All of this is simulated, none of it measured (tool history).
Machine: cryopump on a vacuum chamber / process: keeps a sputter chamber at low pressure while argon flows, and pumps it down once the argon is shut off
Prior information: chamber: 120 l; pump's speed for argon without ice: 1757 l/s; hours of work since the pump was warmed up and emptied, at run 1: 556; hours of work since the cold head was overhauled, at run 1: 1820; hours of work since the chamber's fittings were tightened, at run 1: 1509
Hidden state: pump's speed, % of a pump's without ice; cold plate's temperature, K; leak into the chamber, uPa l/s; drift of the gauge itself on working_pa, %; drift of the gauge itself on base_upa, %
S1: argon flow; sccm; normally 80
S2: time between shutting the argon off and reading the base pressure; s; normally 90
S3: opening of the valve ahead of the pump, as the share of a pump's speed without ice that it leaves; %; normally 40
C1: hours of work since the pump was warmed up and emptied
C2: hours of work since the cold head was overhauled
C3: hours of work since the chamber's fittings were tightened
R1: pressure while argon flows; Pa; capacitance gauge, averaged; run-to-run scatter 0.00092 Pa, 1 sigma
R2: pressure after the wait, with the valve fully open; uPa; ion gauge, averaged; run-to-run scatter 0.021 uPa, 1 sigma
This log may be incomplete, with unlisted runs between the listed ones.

run	hour	S1	S2	S3	C1	C2	C3	R1	R2
1	0	80	90	40	556	1820	1509	0.2015	1.38
2	54.3	80	90	40	597	1861	1550	0.2019	1.38
3	150	80	90	49	669	1933	1621	0.1667	1.47
4	255.7	80	90	40	748	2012	1701	0.203	1.55
5	316.2	38	90	40	793	2057	1746	0.095	1.56
6	369.9	80	63	40	834	2097	1786	0.203	1.69
# hour 429.1: leaking fittings of the chamber tightened, without venting
7	472.6	80	63	40	909	2173	33	0.2047	0.59
8	558.2	80	63	40	973	2237	97	0.2052	0.6
9	626.1	80	90	40	1024	2288	148	0.2043	0.54
10	715	80	90	40	1091	2355	215	0.2048	0.58
11	769.2	80	90	40	1132	2396	255	0.2065	0.63
12	833.1	80	90	40	1180	2444	303	0.2069	0.69
# hour 849.4: pump warmed up, emptied and cooled again
13	931.2	80	90	18	61	2513	373	0.4306	0.64
14	982	80	47	40	99	2552	411	0.1978	0.89
15	1026.6	80	47	40	133	2585	445	0.1969	0.92
16	1130.8	80	90	29	211	2663	523	0.2687	0.78
17	1190.7	80	90	29	256	2708	568	0.2686	0.78
18	1268.3	95	189	15	314	2766	626	0.6183	0.72
19	1365.5	80	39	21	387	2839	699	0.3732	1.2
20	1419.3	80	39	21	428	2880	739	0.3712	1.19
21	1521.1	80	39	21	504	2956	816	0.3736	1.33
22	1618.3	33	84	16	577	3029	889	0.2024	1.06
23	1669.5	111	90	40	615	3067	927	0.2802	1.06
24	1715.7	80	90	16	650	3102	962	0.4881	1.09
25	1812.7	68	94	49	723	3175	1035	0.1444	1.06
26	1871.9	68	94	49	767	3219	1079	0.143	1.17
27	1932	86	98	43	812	3264	1124	0.2056	1.18
28	2017.2	97	181	25	876	3328	1188	0.3873	1.09
29	2100.1	97	181	25	938	3391	1250	0.3903	1.19

Run 30, settings as shown, results not yet in. Your forecast:
30	2191.6	97	181	25	1007	3459	1319	?	?

Run 30 gave R1 0.3897 Pa, R2 1.24 uPa.
If the tool had no hidden condition, the same run with the same run-to-run variation would have returned R1 0.3728 Pa, R2 0.29 uPa.
